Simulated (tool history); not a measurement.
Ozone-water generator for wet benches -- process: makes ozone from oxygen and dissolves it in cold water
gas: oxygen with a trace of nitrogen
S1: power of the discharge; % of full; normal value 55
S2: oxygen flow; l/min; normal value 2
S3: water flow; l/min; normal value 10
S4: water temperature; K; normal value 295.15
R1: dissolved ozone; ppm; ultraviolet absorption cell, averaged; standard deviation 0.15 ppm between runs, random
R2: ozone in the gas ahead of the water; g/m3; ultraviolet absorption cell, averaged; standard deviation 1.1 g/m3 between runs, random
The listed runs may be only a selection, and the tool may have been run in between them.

{"run": 1, "hour": 0.0, "S1": 55, "S2": 2, "S3": 10, "S4": 295.15, "R1": 19.5, "R2": 204.1}
{"run": 2, "hour": 43.9, "S1": 55, "S2": 2, "S3": 10, "S4": 295.15, "R1": 18.7, "R2": 205.9}
{"run": 3, "hour": 96.2, "S1": 45, "S2": 2, "S3": 10, "S4": 295.15, "R1": 16.4, "R2": 176.1}
{"run": 4, "hour": 143.1, "S1": 76, "S2": 2, "S3": 10, "S4": 295.15, "R1": 24.6, "R2": 259.7}
{"run": 5, "hour": 193.0, "S1": 76, "S2": 2, "S3": 10, "S4": 295.15, "R1": 24.3, "R2": 261.3}
{"run": 6, "hour": 224.4, "S1": 55, "S2": 2, "S3": 13, "S4": 295.15, "R1": 15.3, "R2": 205.3}
{"run": 7, "hour": 282.9, "S1": 55, "S2": 2, "S3": 10, "S4": 295.15, "R1": 19.3, "R2": 202.6}
{"run": 8, "hour": 314.6, "S1": 55, "S2": 1.67, "S3": 10, "S4": 295.15, "R1": 19.1, "R2": 223.8}
{"hour": 345.1, "done": "water thermometer calibrated"}
{"run": 9, "hour": 366.5, "S1": 55, "S2": 1.67, "S3": 10, "S4": 295.15, "R1": 19.1, "R2": 225.4}
{"run": 10, "hour": 418.1, "S1": 55, "S2": 2, "S3": 10, "S4": 296.15, "R1": 18.6, "R2": 202.8}
{"run": 11, "hour": 453.4, "S1": 55, "S2": 2, "S3": 10, "S4": 296.15, "R1": 18.4, "R2": 203.2}
{"hour": 462.2, "done": "water thermometer calibrated, once more"}
{"run": 12, "hour": 513.5, "S1": 55, "S2": 1.31, "S3": 10, "S4": 295.15, "R1": 18.5, "R2": 263.8}
{"run": 13, "hour": 560.8, "S1": 55, "S2": 1.31, "S3": 10, "S4": 295.15, "R1": 19.1, "R2": 260.2}
{"run": 14, "hour": 607.7, "S1": 55, "S2": 2.78, "S3": 10, "S4": 295.15, "R1": 18.3, "R2": 167.6}
{"run": 15, "hour": 649.3, "S1": 55, "S2": 2.78, "S3": 10, "S4": 295.15, "R1": 18.7, "R2": 167.4}
{"run": 16, "hour": 704.8, "S1": 55, "S2": 2.78, "S3": 10, "S4": 295.15, "R1": 18.5, "R2": 165}
{"run": 17, "hour": 744.2, "S1": 55, "S2": 2.78, "S3": 10, "S4": 295.15, "R1": 18.7, "R2": 165}
{"run": 18, "hour": 781.6, "S1": 98, "S2": 1.55, "S3": 15, "S4": 289.15, "R1": 20.6, "R2": 365.3}
{"run": 19, "hour": 825.4, "S1": 40, "S2": 2, "S3": 10, "S4": 291.15, "R1": 15.8, "R2": 159.3}
{"run": 20, "hour": 857.8, "S1": 40, "S2": 2, "S3": 10, "S4": 291.15, "R1": 15.7, "R2": 161.1}
{"run": 21, "hour": 916.6, "S1": 40, "S2": 2, "S3": 10, "S4": 291.15, "R1": 16, "R2": 161.2}
{"run": 22, "hour": 959.2, "S1": 66, "S2": 1.26, "S3": 7, "S4": 293.15, "R1": 29.7, "R2": 308.4}
{"run": 23, "hour": 990.2, "S1": 90, "S2": 2, "S3": 10, "S4": 292.15, "R1": 28.1, "R2": 291.1}
{"run": 24, "hour": 1042.5, "S1": 47, "S2": 2, "S3": 7, "S4": 289.15, "R1": 24.2, "R2": 181.3}
{"run": 25, "hour": 1094.4, "S1": 54, "S2": 2, "S3": 8, "S4": 289.15, "R1": 24.1, "R2": 198.4}
{"run": 26, "hour": 1151.1, "S1": 65, "S2": 1.18, "S3": 15, "S4": 302.15, "R1": 13.5, "R2": 315.4}
{"run": 27, "hour": 1198.5, "S1": 65, "S2": 1.18, "S3": 15, "S4": 302.15, "R1": 13.4, "R2": 314.6}
{"run": 28, "hour": 1241.7, "S1": 47, "S2": 1.18, "S3": 15, "S4": 288.15, "R1": 11.4, "R2": 245.6}
{"run": 29, "hour": 1269.8, "S1": 47, "S2": 1.18, "S3": 15, "S4": 288.15, "R1": 11.6, "R2": 247.7}

For run 30, what comes out?
{"run": 30, "hour": 1318.7, "S1": 47, "S2": 1.18, "S3": 15, "S4": 288.15, "R1": "?", "R2": "?"}

{"run 30": {"R1": 11.6, "R2": 247.3}}
The same run, on a tool lacking any hidden state, would have yielded R1 11.8 ppm, R2 251.9 g/m3.
